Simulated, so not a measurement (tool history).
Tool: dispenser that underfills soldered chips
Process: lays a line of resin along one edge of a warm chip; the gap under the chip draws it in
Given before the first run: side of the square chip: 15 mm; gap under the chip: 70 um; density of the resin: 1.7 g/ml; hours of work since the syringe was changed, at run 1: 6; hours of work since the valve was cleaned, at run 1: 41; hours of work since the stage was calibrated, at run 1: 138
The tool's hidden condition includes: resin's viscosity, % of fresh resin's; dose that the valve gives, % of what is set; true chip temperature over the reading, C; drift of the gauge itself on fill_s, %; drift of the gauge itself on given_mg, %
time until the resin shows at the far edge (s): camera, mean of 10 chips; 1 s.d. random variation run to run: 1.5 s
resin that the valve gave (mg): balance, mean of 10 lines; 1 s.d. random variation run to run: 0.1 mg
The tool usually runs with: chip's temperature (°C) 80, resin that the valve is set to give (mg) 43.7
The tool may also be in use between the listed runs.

run,day,chip's temperature (°C),resin that the valve is set to give (mg),hours of work since the syringe was changed,hours of work since the valve was cleaned,hours of work since the stage was calibrated,time until the resin shows at the far edge (s),resin that the valve gave (mg)
1,0.000,80,43.7,6,41,138,248.4,42.81
# day 0.133: new syringe of resin
2,0.375,80,43.7,4,48,144,213.5,42.40
# day 0.588: new syringe of resin
3,0.854,83,43.7,5,57,153,207.7,42.51
# day 1.067: new syringe of resin
4,1.242,80,43.7,3,64,160,198.3,42.33
# day 1.521: new syringe of resin
# day 1.733: dispensing valve cleaned and set on the balance
5,1.833,80,43.7,5,2,170,229.4,43.71
# day 2.008: new syringe of resin
6,2.154,72,43.7,3,8,176,254.0,43.40
7,2.383,78,43.7,7,12,180,292.2,43.28
# day 2.492: new syringe of resin
8,2.642,78,43.7,3,16,184,206.9,43.34
# day 2.938: new syringe of resin
9,2.938,78,43.7,0,22,190,167.2,43.16
10,3.225,78,43.7,5,27,195,257.7,43.10
# day 3.388: new syringe of resin
11,3.575,78,43.7,3,33,201,221.5,42.86
# day 3.854: new syringe of resin
12,3.962,78,43.7,2,40,208,194.5,42.66
# day 4.312: new syringe of resin
13,4.362,78,43.7,1,47,215,176.3,42.52
# day 4.771: new syringe of resin
14,4.925,80,43.7,3,57,226,198.7,42.34
# day 5.221: new syringe of resin
15,5.325,91,43.7,2,65,233,122.8,42.05
# day 5.667: new syringe of resin
16,5.667,69,43.7,0,71,239,237.9,41.94
# day 5.775: dispensing valve cleaned and set on the balance
17,6.017,69,55.4,6,4,244,387.3,55.48
# day 6.179: new syringe of resin
18,6.429,76,41.1,5,12,252,263.3,40.94
# day 6.646: new syringe of resin
19,6.921,66,54.5,5,21,261,401.9,53.95
# day 7.096: new syringe of resin
20,7.267,93,48.8,3,27,267,125.8,48.15
# day 7.538: new syringe of resin
21,7.717,93,48.8,3,35,275,127.6,47.84
# day 8.008: new syringe of resin
22,8.133,67,53.6,2,43,283,315.8,52.43
# day 8.462: new syringe of resin
23,8.650,82,56.5,3,52,292,187.6,55.05
# day 8.908: new syringe of resin
24,9.171,87,43.8,5,61,301,182.7,42.34
# day 9.346: new syringe of resin
25,9.438,72,51.6,2,66,306,242.1,49.78
26,9.662,75,42.0,6,70,310,311.0,40.41
# day 9.779: dispensing valve cleaned and set on the balance
# day 9.838: new syringe of resin
27,10.092,75,42.0,5,6,317,280.5,41.94
# day 10.292: new syringe of resin
28,10.533,84,56.2,4,14,325,199.8,55.62
# day 10.750: new syringe of resin
29,10.800,93,43.7,1,18,330,107.1,43.28
30,11.021,93,40.9,5,22,334,152.9,40.30
# day 11.217: new syringe of resin
# day 11.404: stage's temperature calibrated
31,11.533,73,48.2,5,31,2,288.8,47.23
# day 11.712: new syringe of resin
32,12.067,73,48.2,7,40,12,331.5,47.08
# day 12.192: new syringe of resin
33,12.592,71,39.1,7,50,22,387.8,37.86

Results per run with the tool's hidden condition removed, run-to-run variation unchanged:
run,time until the resin shows at the far edge (s),resin that the valve gave (mg)
1,141.4,43.80
2,141.5,43.56
3,131.1,43.90
4,144.1,43.87
5,143.2,43.77
6,194.8,43.59
7,156.2,43.59
8,154.0,43.76
9,157.3,43.69
10,154.3,43.77
11,154.9,43.69
12,155.1,43.66
13,153.9,43.72
14,144.3,43.79
15,97.4,43.68
16,216.8,43.72
17,218.2,55.50
18,166.8,41.12
19,241.8,54.47
20,90.4,48.77
21,90.1,48.66
22,233.3,53.57
23,130.5,56.56
24,112.8,43.73
25,191.7,51.56
26,173.0,41.95
27,172.7,42.11
28,124.2,56.10
29,91.5,43.77
30,92.1,40.85
31,185.6,48.10
32,185.5,48.20
33,203.4,38.99
